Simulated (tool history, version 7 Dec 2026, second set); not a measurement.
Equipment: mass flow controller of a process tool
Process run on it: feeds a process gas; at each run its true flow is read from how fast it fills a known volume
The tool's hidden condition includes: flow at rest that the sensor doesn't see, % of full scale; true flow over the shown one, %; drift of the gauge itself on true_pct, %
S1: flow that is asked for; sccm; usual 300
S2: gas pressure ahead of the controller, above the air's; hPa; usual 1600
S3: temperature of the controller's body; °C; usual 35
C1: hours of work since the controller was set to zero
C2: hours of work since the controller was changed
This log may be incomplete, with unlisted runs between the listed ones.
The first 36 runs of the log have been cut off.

run 37 hour=13051.0 | S1=68 S2=1670 S3=22 | C1=1889 C2=1889 | true_flow_(%)=95.30
run 38 hour=13570.4 | S1=263 S2=1600 S3=32 | C1=2255 C2=2255 | true_flow_(%)=96.98
run 39 hour=13894.2 | S1=267 S2=2660 S3=35 | C1=2483 C2=2483 | true_flow_(%)=96.47
run 40 hour=14184.9 | S1=300 S2=2090 S3=31 | C1=2689 C2=2689 | true_flow_(%)=96.93
run 41 hour=14617.8 | S1=194 S2=2090 S3=22 | C1=2994 C2=2994 | true_flow_(%)=96.49
run 42 hour=15093.0 | S1=66 S2=2490 S3=22 | C1=3329 C2=3329 | true_flow_(%)=93.56
run 43 hour=15544.6 | S1=66 S2=2490 S3=22 | C1=3648 C2=3648 | true_flow_(%)=93.18
run 44 hour=15975.3 | S1=66 S2=2490 S3=22 | C1=3951 C2=3951 | true_flow_(%)=92.98
run 45 hour=16259.7 | S1=66 S2=2490 S3=22 | C1=4152 C2=4152 | true_flow_(%)=92.67
run 46 hour=16522.5 | S1=197 S2=2410 S3=22 | C1=4337 C2=4337 | true_flow_(%)=95.65
run 47 hour=16849.4 | S1=102 S2=1910 S3=35 | C1=4568 C2=4568 | true_flow_(%)=93.15
run 48 hour=17340.0 | S1=355 S2=1600 S3=25 | C1=4914 C2=4914 | true_flow_(%)=96.82

Below are 3 alternative next runs, each starting from the tool's condition after run 48. Predict each:
run A hour=17620.9 | S1=77 S2=1600 S3=35 | C1=5112 C2=5112 | true_flow_(%)=?
run B hour=17620.9 | S1=85 S2=1620 S3=25 | C1=5112 C2=5112 | true_flow_(%)=?
run C hour=17620.9 | S1=92 S2=1840 S3=28 | C1=5112 C2=5112 | true_flow_(%)=?

run=A true_flow_(%)=92.00
run=B true_flow_(%)=92.92
run=C true_flow_(%)=92.91
Without the tool's hidden state the same runs would have given:
run=A true_flow_(%)=96.72
run=B true_flow_(%)=97.34
run=C true_flow_(%)=97.11
